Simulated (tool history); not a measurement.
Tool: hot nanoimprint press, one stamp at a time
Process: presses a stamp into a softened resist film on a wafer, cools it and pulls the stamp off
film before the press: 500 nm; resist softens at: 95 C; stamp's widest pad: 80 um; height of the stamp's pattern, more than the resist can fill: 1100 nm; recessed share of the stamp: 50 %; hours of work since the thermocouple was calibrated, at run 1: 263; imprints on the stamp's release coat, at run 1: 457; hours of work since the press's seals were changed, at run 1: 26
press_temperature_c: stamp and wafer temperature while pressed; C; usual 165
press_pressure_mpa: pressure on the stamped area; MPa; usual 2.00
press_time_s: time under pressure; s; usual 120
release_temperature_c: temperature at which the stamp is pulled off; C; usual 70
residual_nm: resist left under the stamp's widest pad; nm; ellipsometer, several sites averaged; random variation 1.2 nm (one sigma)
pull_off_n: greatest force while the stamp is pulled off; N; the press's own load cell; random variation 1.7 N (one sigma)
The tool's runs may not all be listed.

run	hour	press_temperature_c	press_pressure_mpa	press_time_s	release_temperature_c	hours of work since the thermocouple was calibrated	imprints on the stamp's release coat	hours of work since the press's seals were changed	residual_nm	pull_off_n
1	0.0	165	2.00	120	70	263	457	26	226.7	103
2	49.4	165	2.00	120	70	283	531	46	226.0	106
3	85.0	165	2.00	192	70	298	584	61	186.7	100
4	129.2	165	2.00	192	70	316	650	80	187.6	100
5	161.3	165	2.00	192	70	330	698	93	189.0	101
6	217.6	165	2.00	192	70	353	781	116	187.1	102
7	283.4	165	3.04	120	70	381	879	144	185.5	102
8	325.0	165	2.00	120	71	398	941	161	227.8	101
9	370.8	165	2.00	120	71	417	1010	180	227.4	100
10	430.1	165	2.00	97	71	442	1098	205	244.8	99
11	464.8	165	2.00	97	71	456	1150	219	247.4	99
12	503.2	165	2.00	97	71	472	1207	235	245.3	99
13	546.2	165	2.00	98	70	490	1271	253	242.2	102
14	614.5	165	2.00	120	78	518	1373	282	226.3	91
15	673.9	165	2.00	120	78	543	1461	306	227.5	91
# hour 694.3: plate thermocouple calibrated
16	707.3	165	2.00	120	78	5	1507	319	228.5	91
17	736.0	159	1.44	125	70	17	1550	331	319.2	103
18	797.8	165	2.00	62	77	43	1642	357	286.2	92
19	861.9	165	1.88	62	70	70	1737	383	298.2	101
20	900.2	161	1.88	105	70	86	1794	399	290.2	102
21	938.3	161	1.88	105	70	102	1851	415	288.4	102
22	966.9	161	1.88	105	70	113	1894	427	287.7	103
23	1012.7	169	2.00	120	66	133	1962	446	192.3	109
24	1075.8	169	2.00	120	66	159	2056	472	195.5	110
25	1104.0	168	2.89	120	70	171	2098	484	169.8	102
# hour 1149.6: stamp cleaned and given a new release coat
26	1151.0	168	2.89	120	59	188	2	501	168.9	114
27	1185.3	175	2.00	165	70	202	53	515	133.0	103
28	1251.5	165	2.00	120	67	229	152	543	229.2	106
29	1303.9	165	2.00	120	67	251	230	565	228.6	107
30	1359.7	177	2.78	167	56	274	313	588	102.1	119

Hidden state or all else? Some run-to-run changes of residual_nm, split into what the settings, what came in and random variation would give without the hidden state, and what is left for the hidden state (with any gauge scatter that isn't in both results):
The hidden state here: true temperature over the reading, C; pressure that arrives at the usual setting, %; grip of the stamp's worn release coat, % over a new coat's; drift of the gauge itself on residual_nm, %; drift of the gauge itself on pull_off_n, %.
Run 22 -> 23: press_temperature_c 161 -> 169, press_pressure_mpa 1.88 -> 2.00, press_time_s 105 -> 120, release_temperature_c 70 -> 66. residual_nm -95.4 nm: hidden state -1.1, all else -94.3.
Run 27 -> 28: press_temperature_c 175 -> 165, press_time_s 165 -> 120, release_temperature_c 70 -> 67. residual_nm +96.2 nm: hidden state +1.5, all else +94.7.
Run 29 -> 30: press_temperature_c 165 -> 177, press_pressure_mpa 2.00 -> 2.78, press_time_s 120 -> 167, release_temperature_c 67 -> 56. residual_nm -126.5 nm: hidden state -1.8, all else -124.7.

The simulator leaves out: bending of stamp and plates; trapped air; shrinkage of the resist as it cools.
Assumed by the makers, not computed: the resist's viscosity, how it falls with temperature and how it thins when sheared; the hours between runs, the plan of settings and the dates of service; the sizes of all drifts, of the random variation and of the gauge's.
